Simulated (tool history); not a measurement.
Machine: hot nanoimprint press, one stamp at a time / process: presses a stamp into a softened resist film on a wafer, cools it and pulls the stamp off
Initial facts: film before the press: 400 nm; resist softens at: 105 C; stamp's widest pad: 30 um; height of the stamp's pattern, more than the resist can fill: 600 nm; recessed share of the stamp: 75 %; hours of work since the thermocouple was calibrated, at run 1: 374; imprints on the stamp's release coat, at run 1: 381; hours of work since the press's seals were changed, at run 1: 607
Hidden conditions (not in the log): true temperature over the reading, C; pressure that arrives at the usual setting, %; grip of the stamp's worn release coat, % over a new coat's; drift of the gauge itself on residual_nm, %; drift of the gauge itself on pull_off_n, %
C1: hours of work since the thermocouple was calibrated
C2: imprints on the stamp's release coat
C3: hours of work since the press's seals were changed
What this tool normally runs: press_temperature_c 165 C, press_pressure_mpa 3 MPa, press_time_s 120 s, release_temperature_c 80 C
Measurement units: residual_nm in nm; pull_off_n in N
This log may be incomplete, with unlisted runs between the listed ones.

Run 1, hour 0: usual settings; C1 374; C2 381; C3 607. Result: residual_nm 201 nm, pull_off_n 241 N.
Run 2, hour 72.5: usual settings; C1 416; C2 713; C3 650. Result: residual_nm 203.4 nm, pull_off_n 249 N.
At hour 83.9: stamp cleaned and given a new release coat.
At hour 143.2: plate thermocouple calibrated.
Run 3, hour 149.7: usual settings; C1 4; C2 287; C3 690. Result: residual_nm 187.6 nm, pull_off_n 237 N.
Run 4, hour 206.5: usual settings but press_pressure_mpa 2.75 MPa; C1 37; C2 547; C3 724. Result: residual_nm 197.6 nm, pull_off_n 242 N.
At hour 252.6: stamp cleaned and given a new release coat.
Run 5, hour 275.7: usual settings but press_pressure_mpa 2.75 MPa; C1 75; C2 106; C3 761. Result: residual_nm 197.7 nm, pull_off_n 232 N.
Run 6, hour 328.4: usual settings but press_pressure_mpa 2.75 MPa, release_temperature_c 69 C; C1 106; C2 347; C3 792. Result: residual_nm 197.6 nm, pull_off_n 259 N.
Run 7, hour 383.5: usual settings but press_pressure_mpa 2.75 MPa, release_temperature_c 69 C; C1 138; C2 600; C3 825. Result: residual_nm 201.9 nm, pull_off_n 267 N.
At hour 416.3: stamp cleaned and given a new release coat.
Run 8, hour 439.7: usual settings but press_pressure_mpa 2.75 MPa, release_temperature_c 69 C; C1 168; C2 108; C3 854. Result: residual_nm 198.8 nm, pull_off_n 256 N.
Run 9, hour 499.7: usual settings but press_pressure_mpa 2.75 MPa, release_temperature_c 69 C; C1 203; C2 382; C3 890. Result: residual_nm 204.1 nm, pull_off_n 262 N.
At hour 581.6: stamp cleaned and given a new release coat.
Run 10, hour 590.2: usual settings; C1 253; C2 39; C3 940. Result: residual_nm 197.4 nm, pull_off_n 234 N.
Run 11, hour 676.4: usual settings; C1 304; C2 434; C3 990. Result: residual_nm 200.6 nm, pull_off_n 243 N.
Run 12, hour 729.6: usual settings; C1 335; C2 678; C3 1022. Result: residual_nm 202.7 nm, pull_off_n 245 N.
At hour 748.3: stamp cleaned and given a new release coat.
Run 13, hour 806.7: usual settings; C1 377; C2 268; C3 1064. Result: residual_nm 199.9 nm, pull_off_n 238 N.
Run 14, hour 891.3: usual settings; C1 427; C2 655; C3 1114. Result: residual_nm 205.3 nm, pull_off_n 245 N.
At hour 913.1: stamp cleaned and given a new release coat.
At hour 940.5: press's hydraulic seals changed and the load cell set to zero.
At hour 950.9: plate thermocouple calibrated.
Run 15, hour 998.2: usual settings but press_time_s 110 s; C1 28; C2 340; C3 32. Result: residual_nm 194.3 nm, pull_off_n 238 N.
Run 16, hour 1057.2: usual settings but press_temperature_c 158 C, press_pressure_mpa 2.65 MPa, release_temperature_c 81 C; C1 63; C2 610; C3 67. Result: residual_nm 275.6 nm, pull_off_n 239 N.
At hour 1088.6: stamp cleaned and given a new release coat.
Run 17, hour 1138.5: usual settings but press_temperature_c 158 C, press_pressure_mpa 2.65 MPa, release_temperature_c 81 C; C1 107; C2 229; C3 111. Result: residual_nm 273.7 nm, pull_off_n 234 N.
Run 18, hour 1183: usual settings but press_temperature_c 167 C, press_pressure_mpa 3.97 MPa, press_time_s 96 s, release_temperature_c 86 C; C1 133; C2 433; C3 138. Result: residual_nm 165.7 nm, pull_off_n 227 N.
Run 19, hour 1238.3: usual settings but press_temperature_c 176 C, release_temperature_c 68 C; C1 166; C2 686; C3 170. Result: residual_nm 105.2 nm, pull_off_n 268 N.
At hour 1258.5: stamp cleaned and given a new release coat.
Run 20, hour 1300: usual settings but release_temperature_c 71 C; C1 199; C2 190; C3 203. Result: residual_nm 194.3 nm, pull_off_n 255 N.
Run 21, hour 1362.5: usual settings but press_pressure_mpa 2.1 MPa, press_time_s 195 s, release_temperature_c 71 C; C1 236; C2 476; C3 240. Result: residual_nm 185.7 nm, pull_off_n 263 N.
Run 22, hour 1408.8: usual settings but press_temperature_c 159 C, press_pressure_mpa 2.44 MPa, release_temperature_c 85 C; C1 263; C2 688; C3 267. Result: residual_nm 277.6 nm, pull_off_n 235 N.
At hour 1424: stamp cleaned and given a new release coat.
Run 23, hour 1483.8: usual settings but press_temperature_c 159 C, press_pressure_mpa 4.28 MPa, press_time_s 62 s, release_temperature_c 71 C; C1 304; C2 273; C3 308. Result: residual_nm 284.7 nm, pull_off_n 259 N.
Run 24, hour 1546.6: usual settings but press_temperature_c 166 C; C1 341; C2 561; C3 345. Result: residual_nm 189 nm, pull_off_n 243 N.
At hour 1591.8: stamp cleaned and given a new release coat.
Run 25, hour 1626.1: usual settings but press_temperature_c 167 C, press_pressure_mpa 3.14 MPa, press_time_s 233 s, release_temperature_c 79 C; C1 384; C2 157; C3 388. Result: residual_nm 134 nm, pull_off_n 239 N.
Run 26, hour 1680: usual settings but press_temperature_c 160 C, press_pressure_mpa 3.14 MPa, press_time_s 233 s, release_temperature_c 87 C; C1 416; C2 403; C3 420. Result: residual_nm 203.5 nm, pull_off_n 227 N.
At hour 1745.8: plate thermocouple calibrated.
At hour 1763.7: stamp cleaned and given a new release coat.
Run 27, hour 1763.7: usual settings but press_temperature_c 160 C, press_pressure_mpa 3.14 MPa, press_time_s 233 s, release_temperature_c 68 C; C1 7; C2 0; C3 464. Result: residual_nm 191.4 nm, pull_off_n 254 N.
Run 28, hour 1801: usual settings but press_temperature_c 160 C, press_pressure_mpa 3.14 MPa, press_time_s 233 s, release_temperature_c 68 C; C1 29; C2 171; C3 486. Result: residual_nm 190.2 nm, pull_off_n 258 N.
Run 29, hour 1862: usual settings but press_temperature_c 160 C, press_pressure_mpa 3.14 MPa, press_time_s 233 s, release_temperature_c 68 C; C1 65; C2 450; C3 522. Result: residual_nm 188.8 nm, pull_off_n 265 N.

Pick out some run-to-run changes in residual_nm. Of each, how much would a tool without hidden state show as well, from the settings, what came in and chance, and how much is left for the hidden state and any gauge scatter not in both results compared?
Run 2 -> 3: stamp cleaned and given a new release coat, plate thermocouple calibrated. residual_nm -15.8 nm: hidden state -14.4, all else -1.4.
Run 14 -> 15: press_time_s 120 -> 110, stamp cleaned and given a new release coat, press's hydraulic seals changed and the load cell set to zero, plate thermocouple calibrated. residual_nm -11 nm: hidden state -17.4, all else +6.4.
Run 17 -> 18: press_temperature_c 158 -> 167, press_pressure_mpa 2.65 -> 3.97, press_time_s 120 -> 96, release_temperature_c 81 -> 86. residual_nm -108 nm: hidden state +0.1, all else -108.1.
Run 23 -> 24: press_temperature_c 159 -> 166, press_pressure_mpa 4.28 -> 3, press_time_s 62 -> 120, release_temperature_c 71 -> 80. residual_nm -95.7 nm: hidden state -0.3, all else -95.4.
